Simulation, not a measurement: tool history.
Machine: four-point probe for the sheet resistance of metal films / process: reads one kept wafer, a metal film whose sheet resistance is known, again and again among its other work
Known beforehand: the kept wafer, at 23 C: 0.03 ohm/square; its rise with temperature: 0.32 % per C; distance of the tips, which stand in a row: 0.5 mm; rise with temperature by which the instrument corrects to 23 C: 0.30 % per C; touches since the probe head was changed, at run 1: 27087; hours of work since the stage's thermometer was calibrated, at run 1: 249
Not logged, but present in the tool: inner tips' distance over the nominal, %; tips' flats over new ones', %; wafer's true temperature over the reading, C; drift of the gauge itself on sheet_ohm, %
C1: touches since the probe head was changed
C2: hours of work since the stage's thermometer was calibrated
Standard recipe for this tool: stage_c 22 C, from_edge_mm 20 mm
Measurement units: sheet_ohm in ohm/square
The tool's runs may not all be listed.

run 1 hour=0.0 | stage_c=22 from_edge_mm=20 | C1=27087 C2=249 | sheet_ohm=0.029859
run 2 hour=38.5 | stage_c=34 from_edge_mm=20 | C1=28377 C2=279 | sheet_ohm=0.029915
run 3 hour=67.0 | stage_c=22 from_edge_mm=5 | C1=29332 C2=302 | sheet_ohm=0.030008
run 4 hour=125.5 | stage_c=22 from_edge_mm=5 | C1=31288 C2=348 | sheet_ohm=0.029988
run 5 hour=166.7 | stage_c=20 from_edge_mm=5 | C1=32667 C2=380 | sheet_ohm=0.029978
run 6 hour=205.9 | stage_c=20 from_edge_mm=5 | C1=33980 C2=411 | sheet_ohm=0.029973
run 7 hour=243.4 | stage_c=20 from_edge_mm=5 | C1=35236 C2=441 | sheet_ohm=0.029970
run 8 hour=275.0 | stage_c=22 from_edge_mm=20 | C1=36293 C2=466 | sheet_ohm=0.029827
run 9 hour=336.1 | stage_c=22 from_edge_mm=20 | C1=38339 C2=514 | sheet_ohm=0.029816
run 10 hour=382.5 | stage_c=22 from_edge_mm=20 | C1=39895 C2=550 | sheet_ohm=0.029809
run 11 hour=449.7 | stage_c=22 from_edge_mm=20 | C1=42142 C2=603 | sheet_ohm=0.029810
run 12 hour=497.6 | stage_c=22 from_edge_mm=20 | C1=43748 C2=641 | sheet_ohm=0.029793
run 13 hour=548.6 | stage_c=22 from_edge_mm=20 | C1=45456 C2=681 | sheet_ohm=0.029792
run 14 hour=601.2 | stage_c=22 from_edge_mm=20 | C1=47215 C2=722 | sheet_ohm=0.029802
run 15 hour=649.7 | stage_c=22 from_edge_mm=20 | C1=48839 C2=761 | sheet_ohm=0.029784
run 16 hour=710.4 | stage_c=22 from_edge_mm=20 | C1=50870 C2=808 | sheet_ohm=0.029785
run 17 hour=756.6 | stage_c=22 from_edge_mm=20 | C1=52418 C2=845 | sheet_ohm=0.029774
run 18 hour=785.5 | stage_c=22 from_edge_mm=9 | C1=53385 C2=868 | sheet_ohm=0.029814
run 19 hour=819.8 | stage_c=30 from_edge_mm=22 | C1=54533 C2=895 | sheet_ohm=0.029809
run 20 hour=849.5 | stage_c=32 from_edge_mm=15 | C1=55529 C2=918 | sheet_ohm=0.029822
run 21 hour=876.7 | stage_c=32 from_edge_mm=36 | C1=56441 C2=939 | sheet_ohm=0.029808
run 22 hour=941.9 | stage_c=20 from_edge_mm=18 | C1=58623 C2=991 | sheet_ohm=0.029740
run 23 hour=990.5 | stage_c=21 from_edge_mm=3 | C1=60249 C2=1029 | sheet_ohm=0.030174
run 24 hour=1019.5 | stage_c=29 from_edge_mm=68 | C1=61219 C2=1052 | sheet_ohm=0.029780
run 25 hour=1063.0 | stage_c=33 from_edge_mm=58 | C1=62676 C2=1086 | sheet_ohm=0.029784
run 26 hour=1121.3 | stage_c=26 from_edge_mm=15 | C1=64630 C2=1132 | sheet_ohm=0.029772
run 27 hour=1187.1 | stage_c=26 from_edge_mm=15 | C1=66832 C2=1184 | sheet_ohm=0.029759
run 28 hour=1221.8 | stage_c=26 from_edge_mm=50 | C1=67992 C2=1211 | sheet_ohm=0.029753
run 29 hour=1287.7 | stage_c=21 from_edge_mm=16 | C1=70198 C2=1263 | sheet_ohm=0.029732
run 30 hour=1338.4 | stage_c=22 from_edge_mm=5 | C1=71896 C2=1303 | sheet_ohm=0.029869
run 31 hour=1366.5 | stage_c=22 from_edge_mm=5 | C1=72839 C2=1325 | sheet_ohm=0.029874
run 32 hour=1428.6 | stage_c=22 from_edge_mm=59 | C1=74918 C2=1374 | sheet_ohm=0.029691

Measured less the same run without the tool's hidden state. The same run-to-run variation is in both; the gauge's scatter may not be:
run=1 sheet_ohm=-0.000149
run=2 sheet_ohm=-0.000154
run=3 sheet_ohm=-0.000157
run=4 sheet_ohm=-0.000164
run=5 sheet_ohm=-0.000167
run=6 sheet_ohm=-0.000172
run=7 sheet_ohm=-0.000176
run=8 sheet_ohm=-0.000179
run=9 sheet_ohm=-0.000184
run=10 sheet_ohm=-0.000189
run=11 sheet_ohm=-0.000196
run=12 sheet_ohm=-0.000201
run=13 sheet_ohm=-0.000206
run=14 sheet_ohm=-0.000212
run=15 sheet_ohm=-0.000217
run=16 sheet_ohm=-0.000223
run=17 sheet_ohm=-0.000228
run=18 sheet_ohm=-0.000231
run=19 sheet_ohm=-0.000234
run=20 sheet_ohm=-0.000238
run=21 sheet_ohm=-0.000241
run=22 sheet_ohm=-0.000247
run=23 sheet_ohm=-0.000256
run=24 sheet_ohm=-0.000256
run=25 sheet_ohm=-0.000259
run=26 sheet_ohm=-0.000266
run=27 sheet_ohm=-0.000272
run=28 sheet_ohm=-0.000275
run=29 sheet_ohm=-0.000283
run=30 sheet_ohm=-0.000289
run=31 sheet_ohm=-0.000292
run=32 sheet_ohm=-0.000296
